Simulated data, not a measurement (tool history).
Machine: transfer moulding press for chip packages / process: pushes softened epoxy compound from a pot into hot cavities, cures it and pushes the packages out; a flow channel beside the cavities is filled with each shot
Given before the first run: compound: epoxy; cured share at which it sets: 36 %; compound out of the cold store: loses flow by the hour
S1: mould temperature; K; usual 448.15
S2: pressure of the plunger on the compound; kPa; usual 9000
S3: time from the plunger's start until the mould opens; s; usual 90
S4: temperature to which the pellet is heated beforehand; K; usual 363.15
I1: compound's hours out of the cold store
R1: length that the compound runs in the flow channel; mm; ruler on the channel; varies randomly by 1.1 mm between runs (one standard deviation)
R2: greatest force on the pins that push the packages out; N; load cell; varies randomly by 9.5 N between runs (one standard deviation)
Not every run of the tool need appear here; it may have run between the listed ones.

run 1 hour=0.0 | S1=448.15 S2=9000 S3=90 S4=363.15 | I1=35.0 | R1=897 R2=604
-- hour=13.1 cavities cleaned with cleaning compound and waxed
-- hour=65.4 cavities cleaned with cleaning compound and waxed
run 2 hour=78.2 | S1=448.15 S2=9000 S3=90 S4=363.15 | I1=41.1 | R1=873 R2=514
-- hour=118.8 cavities cleaned with cleaning compound and waxed
run 3 hour=131.4 | S1=448.15 S2=9000 S3=90 S4=363.15 | I1=45.6 | R1=855 R2=518
-- hour=173.9 cavities cleaned with cleaning compound and waxed
run 4 hour=192.5 | S1=448.15 S2=9000 S3=76 S4=363.15 | I1=21.0 | R1=931 R2=712
-- hour=227.5 cavities cleaned with cleaning compound and waxed
-- hour=248.7 plunger's sealing rings changed
run 5 hour=269.7 | S1=448.15 S2=9000 S3=82 S4=363.15 | I1=32.2 | R1=908 R2=732
-- hour=282.4 cavities cleaned with cleaning compound and waxed
-- hour=337.4 cavities cleaned with cleaning compound and waxed
run 6 hour=342.0 | S1=448.15 S2=9000 S3=82 S4=363.15 | I1=33.3 | R1=900 R2=545
-- hour=393.1 cavities cleaned with cleaning compound and waxed
run 7 hour=421.9 | S1=448.15 S2=9000 S3=82 S4=363.15 | I1=14.9 | R1=960 R2=702
-- hour=443.1 cavities cleaned with cleaning compound and waxed
run 8 hour=476.0 | S1=451.15 S2=9000 S3=90 S4=363.15 | I1=13.3 | R1=949 R2=576
-- hour=496.2 cavities cleaned with cleaning compound and waxed
-- hour=528.4 plunger's sealing rings changed
-- hour=532.0 mould's thermocouples calibrated
run 9 hour=532.0 | S1=451.15 S2=9000 S3=90 S4=363.15 | I1=18.1 | R1=945 R2=553
-- hour=551.3 cavities cleaned with cleaning compound and waxed
-- hour=604.4 cavities cleaned with cleaning compound and waxed
run 10 hour=612.2 | S1=451.15 S2=9000 S3=90 S4=363.15 | I1=35.7 | R1=881 R2=439
-- hour=656.5 cavities cleaned with cleaning compound and waxed
run 11 hour=671.9 | S1=448.15 S2=9000 S3=90 S4=370.15 | I1=31.3 | R1=900 R2=548
-- hour=710.7 cavities cleaned with cleaning compound and waxed
run 12 hour=729.1 | S1=448.15 S2=9000 S3=90 S4=370.15 | I1=9.2 | R1=974 R2=547
-- hour=763.4 cavities cleaned with cleaning compound and waxed
run 13 hour=784.2 | S1=448.15 S2=9000 S3=90 S4=370.15 | I1=15.0 | R1=951 R2=539
-- hour=807.2 plunger's sealing rings changed
-- hour=816.9 cavities cleaned with cleaning compound and waxed
run 14 hour=857.7 | S1=448.15 S2=9000 S3=90 S4=370.15 | I1=23.3 | R1=934 R2=624
-- hour=866.4 cavities cleaned with cleaning compound and waxed
-- hour=918.6 cavities cleaned with cleaning compound and waxed
run 15 hour=924.6 | S1=448.15 S2=9000 S3=90 S4=370.15 | I1=28.8 | R1=909 R2=464
-- hour=969.2 cavities cleaned with cleaning compound and waxed
run 16 hour=977.9 | S1=455.15 S2=8560 S3=129 S4=360.15 | I1=45.6 | R1=809 R2=396
run 17 hour=1013.5 | S1=447.15 S2=8540 S3=127 S4=366.15 | I1=38.3 | R1=854 R2=539
-- hour=1021.3 cavities cleaned with cleaning compound and waxed
run 18 hour=1047.0 | S1=447.15 S2=8540 S3=127 S4=366.15 | I1=18.6 | R1=918 R2=487
-- hour=1071.3 cavities cleaned with cleaning compound and waxed
-- hour=1087.6 plunger's sealing rings changed
run 19 hour=1093.8 | S1=449.15 S2=9000 S3=117 S4=363.15 | I1=44.4 | R1=866 R2=488
-- hour=1124.2 cavities cleaned with cleaning compound and waxed
run 20 hour=1147.8 | S1=449.15 S2=9000 S3=117 S4=363.15 | I1=23.4 | R1=931 R2=461
-- hour=1178.2 cavities cleaned with cleaning compound and waxed
run 21 hour=1194.9 | S1=440.15 S2=9000 S3=113 S4=371.15 | I1=40.9 | R1=908 R2=557
-- hour=1227.6 cavities cleaned with cleaning compound and waxed
run 22 hour=1237.7 | S1=444.15 S2=9000 S3=113 S4=371.15 | I1=11.0 | R1=991 R2=475
run 23 hour=1274.5 | S1=455.15 S2=6810 S3=90 S4=363.15 | I1=32.1 | R1=758 R2=550
-- hour=1279.4 cavities cleaned with cleaning compound and waxed
-- hour=1329.3 cavities cleaned with cleaning compound and waxed
run 24 hour=1343.1 | S1=455.15 S2=6810 S3=90 S4=371.15 | I1=12.0 | R1=812 R2=434
-- hour=1362.7 plunger's sealing rings changed
-- hour=1381.6 cavities cleaned with cleaning compound and waxed
run 25 hour=1393.6 | S1=445.15 S2=7230 S3=90 S4=360.15 | I1=19.5 | R1=863 R2=581

Subtracting, for every run, the result it would have given without the tool's unlogged condition from the measured result gives the following. The same run-to-run variation enters both numbers; the gauge's scatter may not:
Hidden state present: true mould temperature over the reading, C; pressure that reaches the compound, % of what is set; grip of the stained cavities, % over clean ones'; drift of the gauge itself on flow_mm, %; drift of the gauge itself on push_out_n, %.
run=1 R1=-1 R2=+180
run=2 R1=-7 R2=+89
run=3 R1=-10 R2=+87
run=4 R1=-16 R2=+156
run=5 R1=+1 R2=+236
run=6 R1=-3 R2=+57
run=7 R1=-9 R2=+204
run=8 R1=-14 R2=+162
run=9 R1=+0 R2=+152
run=10 R1=-5 R2=+55
run=11 R1=-10 R2=+105
run=12 R1=-15 R2=+114
run=13 R1=-18 R2=+115
run=14 R1=-3 R2=+197
run=15 R1=-8 R2=+47
run=16 R1=-12 R2=+48
run=17 R1=-14 R2=+172
run=18 R1=-17 R2=+118
run=19 R1=+1 R2=+101
run=20 R1=-3 R2=+109
run=21 R1=-5 R2=+113
run=22 R1=-9 R2=+68
run=23 R1=-10 R2=+185
run=24 R1=-15 R2=+66
run=25 R1=-2 R2=+106
